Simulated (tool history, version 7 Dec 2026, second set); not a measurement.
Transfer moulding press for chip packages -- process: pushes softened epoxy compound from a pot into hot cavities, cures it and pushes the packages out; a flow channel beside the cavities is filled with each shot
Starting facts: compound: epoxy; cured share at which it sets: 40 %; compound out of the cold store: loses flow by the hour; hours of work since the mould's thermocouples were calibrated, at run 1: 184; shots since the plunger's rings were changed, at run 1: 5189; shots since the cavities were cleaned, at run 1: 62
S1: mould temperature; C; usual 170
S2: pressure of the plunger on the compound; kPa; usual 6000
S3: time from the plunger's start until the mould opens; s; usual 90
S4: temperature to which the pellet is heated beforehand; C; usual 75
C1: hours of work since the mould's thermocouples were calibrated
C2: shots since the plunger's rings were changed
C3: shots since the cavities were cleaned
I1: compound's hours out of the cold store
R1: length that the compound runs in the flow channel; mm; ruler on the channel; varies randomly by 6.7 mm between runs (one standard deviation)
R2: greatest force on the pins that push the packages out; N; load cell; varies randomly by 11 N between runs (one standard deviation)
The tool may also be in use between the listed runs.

| run | hour | S1 | S2 | S3 | S4 | C1 | C2 | C3 | I1 | R1 | R2 |
|---|---|---|---|---|---|---|---|---|---|---|---|
| 1 | 0 | 170 | 6000 | 90 | 75 | 184 | 5189 | 62 | 41 | 679 | 580 |
| 2 | 23.1 | 170 | 6000 | 90 | 75 | 194 | 5405 | 278 | 37.2 | 679 | 677 |
| 3 | 42.5 | 170 | 6000 | 90 | 75 | 203 | 5586 | 459 | 40.4 | 677 | 754 |
| 4 | 56.4 | 170 | 6000 | 90 | 75 | 209 | 5715 | 588 | 28.3 | 700 | 799 |
|  | 68.8 | cavities cleaned with cleaning compound and waxed |
|  | 77 | plunger's sealing rings changed |
| 5 | 83 | 170 | 6000 | 90 | 75 | 219 | 56 | 109 | 27.9 | 743 | 611 |
| 6 | 96.5 | 170 | 6000 | 90 | 75 | 225 | 181 | 234 | 38 | 722 | 645 |
| 7 | 110.6 | 170 | 6000 | 90 | 75 | 231 | 313 | 366 | 24.1 | 767 | 696 |
| 8 | 129 | 170 | 6000 | 90 | 75 | 240 | 484 | 537 | 34.2 | 746 | 768 |
|  | 148.4 | cavities cleaned with cleaning compound and waxed |
| 9 | 150.1 | 170 | 6000 | 90 | 75 | 248 | 667 | 16 | 29.6 | 738 | 514 |
| 10 | 177.1 | 170 | 7420 | 90 | 75 | 260 | 918 | 267 | 26.2 | 841 | 673 |
| 11 | 198.1 | 170 | 7420 | 90 | 75 | 270 | 1114 | 463 | 38.2 | 806 | 793 |
|  | 202.2 | mould's thermocouples calibrated |
| 12 | 223.1 | 170 | 7420 | 90 | 75 | 9 | 1329 | 678 | 25.3 | 820 | 832 |
|  | 226.6 | cavities cleaned with cleaning compound and waxed |
| 13 | 251.5 | 170 | 6000 | 90 | 83 | 21 | 1579 | 232 | 42.5 | 707 | 642 |
| 14 | 266.8 | 175 | 5660 | 90 | 83 | 28 | 1722 | 375 | 42.9 | 674 | 651 |
| 15 | 289.1 | 175 | 5660 | 90 | 65 | 38 | 1930 | 583 | 23.2 | 723 | 705 |
|  | 303.4 | cavities cleaned with cleaning compound and waxed |
| 16 | 305.6 | 167 | 4710 | 90 | 77 | 45 | 2070 | 21 | 26.2 | 663 | 607 |
| 17 | 324.3 | 167 | 4710 | 90 | 77 | 53 | 2244 | 195 | 20.4 | 671 | 737 |
| 18 | 344 | 167 | 4710 | 90 | 77 | 62 | 2427 | 378 | 14.8 | 689 | 829 |
|  | 354.8 | mould's thermocouples calibrated, once more |
| 19 | 357.1 | 167 | 4710 | 90 | 77 | 1 | 2531 | 482 | 16.6 | 679 | 894 |
| 20 | 371.2 | 167 | 4710 | 90 | 77 | 7 | 2662 | 613 | 47 | 615 | 885 |
|  | 381.9 | cavities cleaned with cleaning compound and waxed |
| 21 | 398.1 | 167 | 5150 | 90 | 77 | 19 | 2899 | 150 | 38.2 | 665 | 725 |
| 22 | 415.9 | 167 | 5970 | 90 | 77 | 27 | 3065 | 316 | 39.1 | 710 | 766 |
| 23 | 428.7 | 167 | 5970 | 90 | 77 | 32 | 3185 | 436 | 37.8 | 700 | 843 |
| 24 | 441.8 | 167 | 5970 | 116 | 77 | 38 | 3307 | 558 | 40.9 | 693 | 704 |
| 25 | 454.2 | 167 | 5970 | 116 | 77 | 44 | 3422 | 673 | 31.3 | 724 | 740 |
|  | 458.2 | cavities cleaned with cleaning compound and waxed |
| 26 | 470.3 | 165 | 5970 | 128 | 77 | 50 | 3558 | 112 | 23.9 | 741 | 530 |

Some steps in R1, run to run, broken into two amounts with sign: the step expected even without the hidden condition (settings, incoming material, random variation), and the rest, left for the hidden condition together with whatever gauge scatter is not in both the measured and the hidden-condition-free result:
Hidden conditions of the tool in this case: true mould temperature over the reading, C; pressure that reaches the compound, % of what is set; grip of the stained cavities, % over clean ones'; drift of the gauge itself on flow_mm, %; drift of the gauge itself on push_out_n, %.
Run 3 -> 4: no setting touched and nothing written in the log between the runs. R1 +23 mm: hidden state -4, all else +27.
Run 4 -> 5: cavities cleaned with cleaning compound and waxed, plunger's sealing rings changed. R1 +43 mm: hidden state +53, all else -10.
Run 9 -> 10: S2 6000 -> 7420. R1 +103 mm: hidden state -4, all else +107.
Run 12 -> 13: S2 7420 -> 6000, S4 75 -> 83, cavities cleaned with cleaning compound and waxed. R1 -113 mm: hidden state +0, all else -113.
